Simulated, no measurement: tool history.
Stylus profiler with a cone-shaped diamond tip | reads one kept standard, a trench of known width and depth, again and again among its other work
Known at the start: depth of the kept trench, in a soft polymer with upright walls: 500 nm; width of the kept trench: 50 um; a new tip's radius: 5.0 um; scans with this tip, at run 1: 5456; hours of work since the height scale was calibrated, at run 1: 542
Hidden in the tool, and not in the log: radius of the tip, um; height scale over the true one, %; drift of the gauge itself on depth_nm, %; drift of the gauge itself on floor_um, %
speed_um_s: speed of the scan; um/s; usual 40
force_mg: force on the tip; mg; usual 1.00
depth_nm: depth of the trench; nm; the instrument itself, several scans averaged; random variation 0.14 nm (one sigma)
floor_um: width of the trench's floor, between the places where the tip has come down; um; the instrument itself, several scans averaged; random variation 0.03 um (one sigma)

run	hour	speed_um_s	force_mg	scans with this tip	hours of work since the height scale was calibrated	depth_nm	floor_um
1	0.0	40	1.00	5456	542	502.55	43.53
2	22.4	21	1.00	5608	557	502.30	43.57
3	38.9	21	1.00	5719	569	502.40	43.52
4	50.1	21	1.00	5795	576	502.62	43.54
5	68.3	40	0.38	5918	588	500.74	43.14
6	87.4	40	0.38	6047	601	500.39	43.11
7	100.1	99	0.38	6133	610	500.71	42.41
8	117.1	123	0.73	6248	621	501.73	42.55
9	137.9	27	1.16	6389	635	502.51	43.31
10	159.2	21	1.76	6533	649	503.95	43.35
11	173.4	21	1.76	6629	659	503.99	43.31
12	196.5	46	2.42	6785	675	505.37	43.16
13	206.9	40	2.84	6856	682	505.96	43.21
14	225.6	40	2.84	6982	694	506.04	43.19

4 ways to go on from here, each from the tool as it stands after run 14. What would each give?
A	248.2	76	0.80	7135	709	?	?
B	248.2	63	0.74	7135	709	?	?
C	248.2	34	2.84	7135	709	?	?
D	248.2	40	0.37	7135	709	?	?

run	depth_nm	floor_um
A	501.68	42.66
B	501.28	42.76
C	505.90	43.14
D	500.18	42.81
Without the tool's hidden state the same runs would have given:
run	depth_nm	floor_um
A	503.35	45.00
B	502.95	45.10
C	507.58	45.48
D	501.84	45.15
